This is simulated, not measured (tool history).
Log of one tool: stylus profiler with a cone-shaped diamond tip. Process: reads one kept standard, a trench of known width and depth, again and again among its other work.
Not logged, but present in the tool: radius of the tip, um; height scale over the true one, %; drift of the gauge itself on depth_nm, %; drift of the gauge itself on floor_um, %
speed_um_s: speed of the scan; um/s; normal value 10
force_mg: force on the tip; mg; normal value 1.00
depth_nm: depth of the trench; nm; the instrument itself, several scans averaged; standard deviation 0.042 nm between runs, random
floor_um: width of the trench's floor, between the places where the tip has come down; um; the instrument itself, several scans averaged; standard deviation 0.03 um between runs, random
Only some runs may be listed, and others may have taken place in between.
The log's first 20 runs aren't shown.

run	hour	speed_um_s	force_mg	scans with this tip	hours of work since the height scale was calibrated	depth_nm	floor_um
21	1145.9	10	1.00	20576	1478	101.04	47.78
22	1186.0	10	1.00	20873	1499	101.11	47.82
23	1242.5	10	1.00	21291	1529	101.02	47.73
24	1314.0	2	1.98	21819	1567	101.64	47.85
25	1388.8	11	0.34	22373	1607	100.70	47.64
26	1434.6	20	0.38	22712	1631	100.71	47.53
27	1514.8	3	1.43	23305	1674	101.33	47.78
28	1548.6	3	1.43	23555	1692	101.35	47.74
29	1581.3	8	1.48	23797	1709	101.40	47.68
30	1625.9	8	1.48	24127	1733	101.35	47.72
31	1675.0	8	1.48	24490	1759	101.29	47.67
32	1752.9	4	1.44	25067	1800	101.44	47.72
33	1801.1	9	1.36	25423	1826	101.32	47.64
34	1849.8	11	0.38	25784	1852	100.72	47.51
35	1903.3	2	2.65	26179	1880	101.97	47.72
36	1955.5	15	0.38	26565	1908	100.81	47.49
37	2015.9	28	0.66	27012	1940	100.95	47.35
38	2051.7	17	2.13	27277	1959	101.68	47.55
39	2120.9	17	2.13	27789	1996	101.73	47.55
40	2158.3	34	1.85	28066	2016	101.53	47.44
# hour 2210.7: height scale calibrated on a step standard
41	2216.4	5	0.41	28492	3	100.47	47.57
42	2280.9	5	0.41	28969	37	100.45	47.56

What does the tool deliver on the next run?
43	2318.8	11	2.33	29250	57	?	?

Logged for run 43: depth_nm 101.47 nm, floor_um 47.53 um.
Minus the tool's unlogged condition, the same run would have read depth_nm 101.45 nm, floor_um 48.53 um.
